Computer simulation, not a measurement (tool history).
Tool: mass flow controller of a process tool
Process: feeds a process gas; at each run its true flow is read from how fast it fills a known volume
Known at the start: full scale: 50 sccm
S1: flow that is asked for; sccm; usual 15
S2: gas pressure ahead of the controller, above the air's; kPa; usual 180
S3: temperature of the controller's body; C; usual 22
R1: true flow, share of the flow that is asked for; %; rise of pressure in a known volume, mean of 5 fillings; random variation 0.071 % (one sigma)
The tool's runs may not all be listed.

run    hour  S1   S2  S3      R1
  1     0.0  15  180  22  100.07
  2   225.1  15  180  22  100.06
  3   418.5  15  180  22  100.08
  4   656.2  15  180  22  100.05
  5   861.1  15  180  22   99.76
  6  1003.4  15  180  22   99.83
  7  1194.5  15  180  22   99.72
  8  1398.8  46  180  22  100.72
  9  1536.0  15  180  22   99.65
 10  1754.7  15  180  22   99.49
 11  1949.4  15  180  22   99.46
 12  2116.6  15  180  32   98.30
 13  2345.5  15  180  22   99.24
 14  2570.7  15  170  22   99.28
 15  2757.4  15  237  22   99.51
 16  2928.4  15  180  22   99.09
 17  3112.9  19  180  28   98.83
     3129.0  -- controller's zero set anew
 18  3289.1  11  203  22   98.05
 19  3438.5  11  242  20   98.21
 20  3564.5  11  242  37   96.45
 21  3813.0  37  180  22  100.26
     3921.5  -- controller's zero set anew, once more
 22  3967.8  18  180  31   99.61
 23  4215.1  39  170  22  101.17
 24  4457.8  14  212  36   98.88
 25  4673.8  12  233  20  100.40
 26  4794.2  15  208  37   98.73
 27  5024.6  15  216  23  100.20
 28  5236.3  15  163  23   99.90
 29  5389.2  15  238  22  100.34
 30  5603.7  15  260  38   98.51
 31  5738.4  15  260  38   98.37
 32  5848.5  15  190  27   99.27

Forecast each of these 3 alternatives for the next run:
  A  6010.4  15  155  29   ?
  B  6010.4  49  180  30   ?
  C  6010.4   5  170  27   ?

run      R1
  A   98.85
  B  100.32
  C   96.91
Without the tool's hidden state the same runs would have given:
run     R1
  A  98.57
  B  99.32
  C  98.72
